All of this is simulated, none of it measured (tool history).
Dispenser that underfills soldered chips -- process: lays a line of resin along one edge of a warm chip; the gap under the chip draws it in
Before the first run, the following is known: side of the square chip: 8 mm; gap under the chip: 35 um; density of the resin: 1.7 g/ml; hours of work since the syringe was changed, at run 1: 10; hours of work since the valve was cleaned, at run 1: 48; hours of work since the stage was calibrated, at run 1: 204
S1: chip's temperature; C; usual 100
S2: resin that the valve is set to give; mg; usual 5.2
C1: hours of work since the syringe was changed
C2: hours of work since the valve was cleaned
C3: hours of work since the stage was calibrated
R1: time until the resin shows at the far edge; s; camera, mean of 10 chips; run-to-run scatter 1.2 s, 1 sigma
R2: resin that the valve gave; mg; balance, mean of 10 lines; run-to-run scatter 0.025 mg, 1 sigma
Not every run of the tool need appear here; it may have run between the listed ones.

run	hour	S1	S2	C1	C2	C3	R1	R2
1	0	100	5.2	10	48	204	185.8	5.04
# hour 3.6: new syringe of resin
2	6.9	101	5.2	2	52	208	120.8	5.01
3	14.6	101	5.2	7	57	213	154.1	4.95
# hour 23.5: new syringe of resin
4	23.8	106	5.2	0	63	218	91.4	4.99
5	33.3	100	5.2	6	69	224	153.8	4.94
6	42.3	100	6.65	12	74	230	191.8	6.32
# hour 43.9: new syringe of resin
7	52.5	100	6.65	5	80	236	141.3	6.26
8	60.5	100	6.65	10	86	241	178.5	6.3
# hour 63.9: new syringe of resin
9	70.1	100	6.65	4	91	247	126.4	6.24
# hour 80.5: dispensing valve cleaned and set on the balance
# hour 84.3: new syringe of resin
10	84.4	100	6.65	0	2	255	105.9	6.62
11	95.1	100	6.65	7	9	262	149.6	6.6
# hour 104.2: new syringe of resin
12	108.4	100	6.65	3	17	270	123.8	6.58
13	120.8	100	6.65	10	25	277	185.4	6.5
# hour 124.3: new syringe of resin
14	127.2	100	6.65	2	29	281	115.4	6.5
15	134.4	94	6.55	6	33	286	181.3	6.39
16	140.7	85	4.75	10	37	290	334.3	4.61
# hour 143.6: new syringe of resin
17	149.4	90	4.94	4	42	295	190.5	4.77
18	161	90	4.94	11	49	302	280.4	4.74
# hour 163.1: new syringe of resin
19	171.5	88	5.2	5	56	308	219.1	5.01
20	178.5	88	5.2	10	60	313	273.8	5.02
# hour 182.5: new syringe of resin
21	189.9	90	6.79	5	67	320	193.4	6.51
22	195.5	108	6.51	8	71	323	118.2	6.19
# hour 202.5: new syringe of resin
23	207.8	96	5.03	3	78	331	156	4.75
24	218	93	6.68	10	84	337	222.5	6.3

Consider 4 possible next runs. They are alternatives, not a sequence: every one starts from the tool as it was left by run 24. What does each give?
# hour 222.4: new syringe of resin
A	228.2	88	5.2	4	91	343	?	?
# hour 222.4: new syringe of resin
B	228.2	90	4.98	4	91	343	?	?
# hour 222.4: new syringe of resin
C	228.2	110	4.87	4	91	343	?	?
# hour 222.4: new syringe of resin
D	228.2	112	6.15	4	91	343	?	?

run	R1	R2
A	203.4	4.87
B	192.4	4.69
C	95.8	4.64
D	82.6	5.84
What these runs would have given with no unlogged condition in the tool:
run	R1	R2
A	181.9	5.18
B	171.4	4.99
C	84.4	4.93
D	73.7	6.21

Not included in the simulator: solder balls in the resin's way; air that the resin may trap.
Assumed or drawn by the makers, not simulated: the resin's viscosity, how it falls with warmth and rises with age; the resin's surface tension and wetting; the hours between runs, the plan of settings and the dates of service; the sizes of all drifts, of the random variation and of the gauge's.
